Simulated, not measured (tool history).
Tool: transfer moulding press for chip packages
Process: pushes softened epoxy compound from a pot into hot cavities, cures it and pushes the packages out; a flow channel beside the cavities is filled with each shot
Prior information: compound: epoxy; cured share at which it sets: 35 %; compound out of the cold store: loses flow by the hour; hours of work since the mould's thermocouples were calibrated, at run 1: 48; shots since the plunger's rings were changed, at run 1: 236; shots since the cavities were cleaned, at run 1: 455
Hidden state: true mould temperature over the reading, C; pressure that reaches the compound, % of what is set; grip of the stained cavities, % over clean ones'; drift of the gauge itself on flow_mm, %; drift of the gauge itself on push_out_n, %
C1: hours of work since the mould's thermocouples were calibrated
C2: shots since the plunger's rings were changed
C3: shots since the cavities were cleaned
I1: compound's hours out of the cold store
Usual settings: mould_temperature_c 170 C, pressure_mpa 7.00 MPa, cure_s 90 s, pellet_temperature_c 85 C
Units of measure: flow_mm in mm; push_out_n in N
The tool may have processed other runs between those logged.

run 1 hour=0.0 | mould_temperature_c=170 pressure_mpa=7.00 cure_s=90 pellet_temperature_c=85 | C1=48 C2=236 C3=455 | I1=10.9 | flow_mm=658 push_out_n=795
run 2 hour=23.5 | mould_temperature_c=170 pressure_mpa=7.00 cure_s=90 pellet_temperature_c=85 | C1=61 C2=482 C3=701 | I1=47.5 | flow_mm=543 push_out_n=791
-- hour=43.3 cavities cleaned with cleaning compound and waxed
run 3 hour=53.9 | mould_temperature_c=170 pressure_mpa=7.00 cure_s=90 pellet_temperature_c=85 | C1=77 C2=784 C3=110 | I1=40.7 | flow_mm=559 push_out_n=533
run 4 hour=78.5 | mould_temperature_c=170 pressure_mpa=7.00 cure_s=90 pellet_temperature_c=85 | C1=91 C2=1042 C3=368 | I1=22.6 | flow_mm=612 push_out_n=708
run 5 hour=104.1 | mould_temperature_c=170 pressure_mpa=7.00 cure_s=90 pellet_temperature_c=85 | C1=105 C2=1310 C3=636 | I1=14.5 | flow_mm=639 push_out_n=880
run 6 hour=124.9 | mould_temperature_c=170 pressure_mpa=7.00 cure_s=90 pellet_temperature_c=85 | C1=117 C2=1527 C3=853 | I1=41.0 | flow_mm=555 push_out_n=845
-- hour=129.4 cavities cleaned with cleaning compound and waxed
run 7 hour=143.4 | mould_temperature_c=170 pressure_mpa=7.00 cure_s=90 pellet_temperature_c=77 | C1=126 C2=1705 C3=147 | I1=44.9 | flow_mm=543 push_out_n=564
run 8 hour=157.9 | mould_temperature_c=170 pressure_mpa=7.00 cure_s=90 pellet_temperature_c=85 | C1=134 C2=1857 C3=299 | I1=18.5 | flow_mm=621 push_out_n=689
run 9 hour=177.3 | mould_temperature_c=170 pressure_mpa=7.00 cure_s=90 pellet_temperature_c=85 | C1=145 C2=2060 C3=502 | I1=22.5 | flow_mm=607 push_out_n=763
run 10 hour=204.6 | mould_temperature_c=170 pressure_mpa=6.16 cure_s=90 pellet_temperature_c=85 | C1=160 C2=2345 C3=787 | I1=44.9 | flow_mm=506 push_out_n=824
-- hour=216.1 cavities cleaned with cleaning compound and waxed
run 11 hour=225.3 | mould_temperature_c=165 pressure_mpa=7.00 cure_s=90 pellet_temperature_c=85 | C1=171 C2=2547 C3=97 | I1=33.4 | flow_mm=584 push_out_n=776
run 12 hour=255.4 | mould_temperature_c=170 pressure_mpa=7.00 cure_s=90 pellet_temperature_c=85 | C1=188 C2=2862 C3=412 | I1=24.9 | flow_mm=600 push_out_n=747
-- hour=262.2 plunger's sealing rings changed
run 13 hour=289.1 | mould_temperature_c=170 pressure_mpa=7.00 cure_s=82 pellet_temperature_c=85 | C1=205 C2=281 C3=737 | I1=14.1 | flow_mm=645 push_out_n=1136
-- hour=304.2 cavities cleaned with cleaning compound and waxed
run 14 hour=322.4 | mould_temperature_c=170 pressure_mpa=7.00 cure_s=80 pellet_temperature_c=85 | C1=223 C2=614 C3=190 | I1=20.0 | flow_mm=625 push_out_n=844
run 15 hour=354.1 | mould_temperature_c=170 pressure_mpa=7.00 cure_s=80 pellet_temperature_c=85 | C1=241 C2=946 C3=522 | I1=23.9 | flow_mm=612 push_out_n=1095
run 16 hour=375.6 | mould_temperature_c=167 pressure_mpa=7.00 cure_s=80 pellet_temperature_c=85 | C1=252 C2=1170 C3=746 | I1=31.7 | flow_mm=589 push_out_n=1376
-- hour=390.9 cavities cleaned with cleaning compound and waxed
run 17 hour=391.0 | mould_temperature_c=163 pressure_mpa=7.00 cure_s=98 pellet_temperature_c=85 | C1=260 C2=1316 C3=0 | I1=22.8 | flow_mm=630 push_out_n=659
run 18 hour=406.4 | mould_temperature_c=163 pressure_mpa=7.00 cure_s=113 pellet_temperature_c=85 | C1=269 C2=1478 C3=162 | I1=36.7 | flow_mm=585 push_out_n=570
run 19 hour=426.1 | mould_temperature_c=171 pressure_mpa=8.46 cure_s=111 pellet_temperature_c=88 | C1=280 C2=1683 C3=367 | I1=44.6 | flow_mm=595 push_out_n=490
run 20 hour=446.6 | mould_temperature_c=178 pressure_mpa=6.53 cure_s=125 pellet_temperature_c=88 | C1=291 C2=1898 C3=582 | I1=21.2 | flow_mm=575 push_out_n=508
run 21 hour=472.4 | mould_temperature_c=178 pressure_mpa=6.53 cure_s=125 pellet_temperature_c=88 | C1=306 C2=2168 C3=852 | I1=34.4 | flow_mm=536 push_out_n=524
-- hour=478.1 cavities cleaned with cleaning compound and waxed
run 22 hour=502.9 | mould_temperature_c=178 pressure_mpa=6.53 cure_s=125 pellet_temperature_c=88 | C1=322 C2=2472 C3=261 | I1=24.2 | flow_mm=562 push_out_n=412
run 23 hour=527.0 | mould_temperature_c=170 pressure_mpa=7.00 cure_s=90 pellet_temperature_c=77 | C1=335 C2=2723 C3=512 | I1=11.1 | flow_mm=644 push_out_n=873
-- hour=546.4 plunger's sealing rings changed
run 24 hour=549.6 | mould_temperature_c=170 pressure_mpa=7.00 cure_s=129 pellet_temperature_c=77 | C1=346 C2=34 C3=723 | I1=8.7 | flow_mm=668 push_out_n=568
-- hour=565.7 cavities cleaned with cleaning compound and waxed
run 25 hour=582.4 | mould_temperature_c=170 pressure_mpa=7.00 cure_s=129 pellet_temperature_c=77 | C1=364 C2=361 C3=174 | I1=27.1 | flow_mm=606 push_out_n=383
run 26 hour=605.2 | mould_temperature_c=170 pressure_mpa=7.00 cure_s=129 pellet_temperature_c=77 | C1=377 C2=600 C3=413 | I1=16.9 | flow_mm=637 push_out_n=470
run 27 hour=633.5 | mould_temperature_c=175 pressure_mpa=7.00 cure_s=108 pellet_temperature_c=90 | C1=392 C2=895 C3=708 | I1=9.0 | flow_mm=649 push_out_n=560
-- hour=652.7 cavities cleaned with cleaning compound and waxed
run 28 hour=660.0 | mould_temperature_c=175 pressure_mpa=7.00 cure_s=108 pellet_temperature_c=90 | C1=406 C2=1157 C3=77 | I1=19.0 | flow_mm=612 push_out_n=334

Across each entry between runs, compare the hidden state at the last listed run before it with the hidden state at the first listed run after it:
Runs 2 to 3: cavities cleaned with cleaning compound and waxed (hour 43.3)
  true mould temperature over the reading, C: -0.44 -> -0.45; pressure that reaches the compound, % of what is set: 98.41 -> 97.85; grip of the stained cavities, % over clean ones': 88 -> 23.6
  measured minus no-state result, flow_mm: -3 -> -5 mm; push_out_n: +383 -> +114 N
Runs 6 to 7: cavities cleaned with cleaning compound and waxed (hour 129.4)
  true mould temperature over the reading, C: -0.49 -> -0.5; pressure that reaches the compound, % of what is set: 96.52 -> 96.25; grip of the stained cavities, % over clean ones': 95.5 -> 28.4
  measured minus no-state result, flow_mm: -9 -> -10 mm; push_out_n: +426 -> +139 N
Runs 10 to 11: cavities cleaned with cleaning compound and waxed (hour 216.1)
  true mould temperature over the reading, C: -0.54 -> -0.55; pressure that reaches the compound, % of what is set: 95.14 -> 94.85; grip of the stained cavities, % over clean ones': 91.7 -> 21.9
  measured minus no-state result, flow_mm: -12 -> -14 mm; push_out_n: +407 -> +166 N
Runs 12 to 13: plunger's sealing rings changed (hour 262.2)
  true mould temperature over the reading, C: -0.56 -> -0.58; pressure that reaches the compound, % of what is set: 94.3 -> 98.8; grip of the stained cavities, % over clean ones': 62.9 -> 89
  measured minus no-state result, flow_mm: -16 -> -2 mm; push_out_n: +305 -> +556 N
Runs 13 to 14: cavities cleaned with cleaning compound and waxed (hour 304.2)
  true mould temperature over the reading, C: -0.58 -> -0.6; pressure that reaches the compound, % of what is set: 98.8 -> 98.21; grip of the stained cavities, % over clean ones': 89 -> 36.5
  measured minus no-state result, flow_mm: -2 -> -4 mm; push_out_n: +556 -> +253 N
Runs 16 to 17: cavities cleaned with cleaning compound and waxed (hour 390.9)
  true mould temperature over the reading, C: -0.63 -> -0.64; pressure that reaches the compound, % of what is set: 97.17 -> 96.92; grip of the stained cavities, % over clean ones': 88.9 -> 2.1
  measured minus no-state result, flow_mm: -7 -> -8 mm; push_out_n: +677 -> +45 N
Runs 21 to 22: cavities cleaned with cleaning compound and waxed (hour 478.1)
  true mould temperature over the reading, C: -0.68 -> -0.7; pressure that reaches the compound, % of what is set: 95.42 -> 94.88; grip of the stained cavities, % over clean ones': 96.3 -> 46
  measured minus no-state result, flow_mm: -12 -> -14 mm; push_out_n: +257 -> +130 N
Runs 23 to 24: plunger's sealing rings changed (hour 546.4)
  true mould temperature over the reading, C: -0.71 -> -0.73; pressure that reaches the compound, % of what is set: 94.46 -> 99.55; grip of the stained cavities, % over clean ones': 72.8 -> 88.5
  measured minus no-state result, flow_mm: -17 -> +0 mm; push_out_n: +392 -> +265 N
Runs 24 to 25: cavities cleaned with cleaning compound and waxed (hour 565.7)
  true mould temperature over the reading, C: -0.73 -> -0.74; pressure that reaches the compound, % of what is set: 99.55 -> 99; grip of the stained cavities, % over clean ones': 88.5 -> 33.6
  measured minus no-state result, flow_mm: +0 -> -1 mm; push_out_n: +265 -> +99 N
Runs 27 to 28: cavities cleaned with cleaning compound and waxed (hour 652.7)
  true mould temperature over the reading, C: -0.77 -> -0.79; pressure that reaches the compound, % of what is set: 98.1 -> 97.63; grip of the stained cavities, % over clean ones': 89.3 -> 15.3
  measured minus no-state result, flow_mm: -5 -> -6 mm; push_out_n: +268 -> +48 N
